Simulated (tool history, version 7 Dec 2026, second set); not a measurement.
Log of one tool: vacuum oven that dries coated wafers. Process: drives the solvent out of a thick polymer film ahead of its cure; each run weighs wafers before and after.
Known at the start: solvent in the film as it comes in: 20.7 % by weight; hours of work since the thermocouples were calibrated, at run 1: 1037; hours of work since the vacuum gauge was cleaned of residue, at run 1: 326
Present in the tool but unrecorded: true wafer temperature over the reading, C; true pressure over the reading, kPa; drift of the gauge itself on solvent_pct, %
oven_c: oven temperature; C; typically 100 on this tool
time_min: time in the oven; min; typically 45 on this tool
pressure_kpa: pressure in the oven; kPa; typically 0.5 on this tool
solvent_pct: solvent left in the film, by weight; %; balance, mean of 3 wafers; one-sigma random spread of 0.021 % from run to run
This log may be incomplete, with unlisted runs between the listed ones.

run,day,oven_c,time_min,pressure_kpa,hours of work since the thermocouples were calibrated,hours of work since the vacuum gauge was cleaned of residue,solvent_pct
1,0,100,45,0.5,1037,326,0.58
2,1.288,100,45,0.5,1053,343,0.57
3,2.662,100,45,0.5,1071,361,0.56
4,3.658,100,45,0.5,1084,373,0.58
5,5.354,100,45,1.485,1105,395,0.82
6,7.3,100,45,1.948,1131,420,0.94
7,8.871,100,45,1.948,1151,440,0.94
8,10.212,100,45,1.948,1168,458,0.96
9,12.392,100,45,0.37,1196,486,0.5
10,14.312,100,45,0.37,1221,510,0.49
11,16.442,100,45,0.37,1248,538,0.51
12,18.304,100,45,0.37,1272,562,0.51
13,19.962,100,45,0.37,1293,583,0.51
14,21.267,100,45,0.346,1310,600,0.47
15,23.442,100,45,1.243,1338,628,0.74
16,25.521,100,45,1.243,1365,654,0.75
17,26.554,100,45,1.243,1378,668,0.68
18,28.671,92,45,0.33,1405,695,1.74
19,29.617,92,45,0.33,1417,707,1.72
20,30.604,92,69,0.929,1430,720,0.85
21,32.496,86,61,0.583,1454,744,2.15
22,34.604,86,61,0.583,1481,771,2.11
23,35.512,86,61,0.583,1493,783,2.14
24,37.392,86,66,0.686,1517,807,1.83
25,39.429,86,66,0.686,1544,833,1.85
26,40.654,86,66,0.686,1559,849,1.85
27,42.071,100,25,0.268,1577,867,1.9
28,43.433,100,25,0.268,1595,885,1.94
29,44.358,100,43,0.296,1607,896,0.49
30,45.654,100,45,0.831,1624,913,0.6
31,46.775,106,67,1.939,1638,928,0.52
# day 47.538: oven's thermocouples calibrated
32,48.608,106,67,1.939,14,950,0.57
33,49.529,94,67,1.939,26,962,1.38
34,50.758,94,67,1.939,41,978,1.36

What would each run have given without the hidden state, its run-to-run variation left as it was?
run,solvent_pct
1,0.78
2,0.76
3,0.76
4,0.78
5,1.05
6,1.18
7,1.17
8,1.2
9,0.72
10,0.7
11,0.73
12,0.73
13,0.74
14,0.69
15,0.99
16,1
17,0.93
18,2.41
19,2.4
20,1.16
21,2.93
22,2.91
23,2.95
24,2.58
25,2.6
26,2.6
27,2.72
28,2.77
29,0.78
30,0.87
31,0.52
32,0.5
33,1.28
34,1.26
